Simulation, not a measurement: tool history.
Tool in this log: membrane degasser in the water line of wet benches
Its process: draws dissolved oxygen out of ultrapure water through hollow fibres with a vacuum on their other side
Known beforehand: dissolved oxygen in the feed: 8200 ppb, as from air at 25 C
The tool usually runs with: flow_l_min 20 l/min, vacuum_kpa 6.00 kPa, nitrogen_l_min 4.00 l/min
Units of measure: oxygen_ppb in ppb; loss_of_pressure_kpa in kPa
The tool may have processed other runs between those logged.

run   hour  flow_l_min  vacuum_kpa  nitrogen_l_min  oxygen_ppb  loss_of_pressure_kpa
  1    0.0          20        6.00            4.00        95.8                 31.26
  2   41.3          20        6.00            4.00        95.4                 31.42
  3   88.1          20        6.00            4.00        96.0                 31.09
  4  145.2          20        6.00            4.00        95.9                 31.28
  5  195.4          20        6.00            4.00        96.4                 31.39
     201.7  -- vacuum gauge calibrated
  6  234.5          20        6.00            4.00        97.6                 31.36
  7  266.8          20        6.00            4.00        97.9                 31.36
  8  298.4          20        6.00           10.99        74.6                 31.48
  9  339.7          20        6.00            4.29        94.9                 31.65
 10  374.6          31        6.00            4.29       311.2                 48.88
 11  433.5          19        6.00            6.26        72.8                 29.55
 12  471.3          23        6.00            2.68       163.1                 36.07
     499.2  -- vacuum gauge calibrated, once more
 13  527.9          27        6.00            6.46       200.3                 42.21
 14  568.2          27        6.00            6.46       200.5                 42.31
 15  622.9          15        5.56           10.93        25.4                 23.95

Run 16, settings as shown, results not yet in. Your forecast:
 16  685.5          20        9.38            4.00           ?                     ?

{"run 16": {"oxygen_ppb": 134.7, "loss_of_pressure_kpa": 31.45}}
Had the tool carried no hidden state, the very same run would have given oxygen_ppb 130.4 ppb, loss_of_pressure_kpa 31.11 kPa.
